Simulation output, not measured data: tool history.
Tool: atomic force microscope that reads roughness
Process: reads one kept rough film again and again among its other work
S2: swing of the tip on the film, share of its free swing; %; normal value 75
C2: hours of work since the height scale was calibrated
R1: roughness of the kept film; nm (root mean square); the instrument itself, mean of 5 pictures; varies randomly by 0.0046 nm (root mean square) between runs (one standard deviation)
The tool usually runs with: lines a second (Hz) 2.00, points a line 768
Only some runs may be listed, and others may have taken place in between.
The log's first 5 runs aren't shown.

Run 6, hour 77.4: usual settings but S2 86 %; pictures with this tip 55; C2 296. Result: R1 0.950 nm (root mean square).
Run 7, hour 88.9: usual settings but S2 86 %; pictures with this tip 79; C2 304. Result: R1 0.949 nm (root mean square).
Run 8, hour 102.4: usual settings but S2 86 %; pictures with this tip 107; C2 314. Result: R1 0.948 nm (root mean square).
Run 9, hour 113.1: usual settings but S2 86 %; pictures with this tip 129; C2 322. Result: R1 0.943 nm (root mean square).
Run 10, hour 130.5: usual settings but points a line 321; pictures with this tip 165; C2 335. Result: R1 1.047 nm (root mean square).
Run 11, hour 149.3: usual settings but S2 80 %; pictures with this tip 203; C2 349. Result: R1 1.008 nm (root mean square).
Run 12, hour 167.1: usual settings; pictures with this tip 240; C2 362. Result: R1 1.045 nm (root mean square).
Run 13, hour 181.1: usual settings but lines a second (Hz) 0.63; pictures with this tip 269; C2 373. Result: R1 1.171 nm (root mean square).
Run 14, hour 190.6: usual settings but lines a second (Hz) 0.63; pictures with this tip 289; C2 380. Result: R1 1.182 nm (root mean square).
At hour 195.8: new tip fitted.
Run 15, hour 203.7: usual settings but lines a second (Hz) 0.63; pictures with this tip 17; C2 389. Result: R1 1.176 nm (root mean square).
Run 16, hour 220.2: usual settings but lines a second (Hz) 3.86, S2 72 %, points a line 458; pictures with this tip 51; C2 401. Result: R1 0.957 nm (root mean square).
Run 17, hour 232.1: usual settings but lines a second (Hz) 1.32, S2 64 %, points a line 628; pictures with this tip 75; C2 410. Result: R1 1.160 nm (root mean square).
Run 18, hour 249.9: usual settings but lines a second (Hz) 0.51, S2 64 %, points a line 1015; pictures with this tip 112; C2 423. Result: R1 1.221 nm (root mean square).
Run 19, hour 261.6: usual settings but lines a second (Hz) 0.51, S2 64 %, points a line 1015; pictures with this tip 136; C2 432. Result: R1 1.209 nm (root mean square).
Run 20, hour 274.9: usual settings but lines a second (Hz) 0.51, S2 64 %, points a line 1015; pictures with this tip 163; C2 442. Result: R1 1.215 nm (root mean square).
Run 21, hour 287.1: usual settings but lines a second (Hz) 3.32, S2 88 %, points a line 300; pictures with this tip 189; C2 451. Result: R1 0.796 nm (root mean square).
Run 22, hour 299.9: usual settings but S2 73 %; pictures with this tip 215; C2 461. Result: R1 1.064 nm (root mean square).
Run 23, hour 316.8: usual settings but S2 73 %; pictures with this tip 250; C2 473. Result: R1 1.071 nm (root mean square).
Run 24, hour 326.8: usual settings but lines a second (Hz) 3.07, S2 57 %, points a line 677; pictures with this tip 271; C2 481. Result: R1 1.133 nm (root mean square).
At hour 340.9: new tip fitted.
Run 25, hour 343.3: usual settings but S2 87 %, points a line 604; pictures with this tip 5; C2 492. Result: R1 0.941 nm (root mean square).
Run 26, hour 355.8: usual settings but lines a second (Hz) 1.72, S2 89 %, points a line 342; pictures with this tip 30; C2 502. Result: R1 0.947 nm (root mean square).
Run 27, hour 372.5: usual settings but lines a second (Hz) 3.17, points a line 350; pictures with this tip 65; C2 514. Result: R1 0.967 nm (root mean square).
Run 28, hour 389.6: usual settings but points a line 476; pictures with this tip 100; C2 527. Result: R1 1.051 nm (root mean square).
Run 29, hour 404.8: usual settings but lines a second (Hz) 3.32, S2 82 %, points a line 650; pictures with this tip 131; C2 538. Result: R1 0.883 nm (root mean square).
Run 30, hour 413.9: usual settings but lines a second (Hz) 1.75, points a line 523; pictures with this tip 150; C2 545. Result: R1 1.076 nm (root mean square).

Consider 3 possible next runs. They are alternatives, not a sequence: every one starts from the tool as it was left by run 30. What does each give?
Run A, hour 427.7: usual settings but lines a second (Hz) 3.31, S2 86 %, points a line 409; pictures with this tip 179; C2 555. Result: R1 ?.
Run B, hour 427.7: usual settings but S2 89 %, points a line 388; pictures with this tip 179; C2 555. Result: R1 ?.
Run C, hour 427.7: usual settings but lines a second (Hz) 3.87, S2 62 %, points a line 443; pictures with this tip 179; C2 555. Result: R1 ?.

run     R1
  A  0.821
  B  0.907
  C  1.062
Take away the tool's hidden state, keep each run's random variation, and the runs would have read:
run     R1
  A  0.822
  B  0.908
  C  1.063

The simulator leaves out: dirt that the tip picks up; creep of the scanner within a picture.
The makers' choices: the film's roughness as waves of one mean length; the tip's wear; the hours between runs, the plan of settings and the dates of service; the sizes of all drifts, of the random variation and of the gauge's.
